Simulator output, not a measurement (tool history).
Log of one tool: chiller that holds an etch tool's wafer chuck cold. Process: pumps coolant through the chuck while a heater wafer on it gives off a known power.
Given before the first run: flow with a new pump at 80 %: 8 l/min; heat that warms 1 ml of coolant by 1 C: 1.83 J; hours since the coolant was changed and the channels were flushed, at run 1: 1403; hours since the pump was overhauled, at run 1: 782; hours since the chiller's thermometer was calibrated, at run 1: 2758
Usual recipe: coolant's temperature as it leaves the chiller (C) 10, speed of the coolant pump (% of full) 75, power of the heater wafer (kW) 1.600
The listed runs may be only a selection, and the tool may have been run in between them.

run,day,coolant's temperature as it leaves the chiller (C),speed of the coolant pump (% of full),power of the heater wafer (kW),hours since the coolant was changed and the channels were flushed,hours since the pump was overhauled,hours since the chiller's thermometer was calibrated,chuck's temperature once it has settled (C),how much warmer the coolant comes back (C)
1,0.000,10,75,1.600,1403,782,2758,22.5,7.16
2,2.304,10,75,1.600,1459,838,2813,22.5,7.14
3,4.754,10,75,1.600,1517,896,2872,22.6,7.18
4,8.833,10,75,1.600,1615,994,2970,22.6,7.19
5,12.488,10,75,1.600,1703,1082,3057,22.6,7.20
6,16.762,10,75,2.128,1806,1185,3160,26.9,9.54
7,19.567,10,75,2.128,1873,1252,3227,27.1,9.61
8,22.975,10,75,2.128,1955,1334,3309,27.0,9.60
9,27.367,10,75,2.272,2060,1439,3415,28.3,10.28
10,31.283,10,75,2.272,2154,1533,3509,28.3,10.36
11,35.338,10,75,2.272,2251,1630,3606,28.7,10.41
12,39.721,10,75,2.272,2357,1736,3711,28.4,10.34
13,42.983,10,75,1.600,2435,1814,3789,23.0,7.35
14,46.650,10,75,1.244,2523,1902,3877,20.1,5.68
15,49.808,10,75,1.244,2599,1978,3953,20.3,5.69
16,52.846,10,75,1.600,2672,2051,4026,23.0,7.35
17,55.058,10,96,1.282,2725,2104,4079,18.0,4.50
18,58.125,10,70,1.852,2798,2177,4153,26.3,9.27
19,60.796,18,80,1.408,2862,2241,4217,28.7,6.16
20,63.188,18,80,1.408,2920,2299,4274,29.0,6.09
21,67.558,7,77,0.860,3025,2404,4379,13.6,3.88
22,72.262,8,75,1.076,3138,2517,4492,16.6,5.01
23,76.954,8,75,2.152,3250,2629,4605,25.9,10.06
24,81.521,13,75,1.600,3360,2739,4714,26.4,7.45
25,86.196,13,91,1.720,3472,2851,4826,24.9,6.62
26,88.279,13,91,1.720,3522,2901,4876,24.9,6.58
27,90.308,5,80,1.600,3571,2950,4925,17.6,7.11
28,92.525,5,80,1.600,3624,3003,4978,17.6,7.04
29,95.596,5,80,1.600,3698,3077,5052,17.5,7.09
30,99.129,5,81,0.859,3782,3161,5137,11.4,3.78
31,101.992,10,67,1.944,3851,3230,5206,28.5,10.40
# day 103.775: chiller's thermometer calibrated
32,104.671,4,81,1.583,3914,3293,21,16.9,6.94

Predict each of these 3 candidate next runs independently; none follows another, all start after run 32:
A,107.708,1,82,1.816,3987,3366,94,?,?
B,107.708,4,85,1.583,3987,3366,94,?,?
C,107.708,4,81,0.829,3987,3366,94,?,?

run,chuck's temperature once it has settled (C),how much warmer the coolant comes back (C)
A,15.9,7.88
B,16.4,6.64
C,10.6,3.68
Stripped of hidden state, with their random variation kept, the same runs would have yielded:
run,chuck's temperature once it has settled (C),how much warmer the coolant comes back (C)
A,14.2,7.23
B,14.9,6.10
C,9.9,3.38
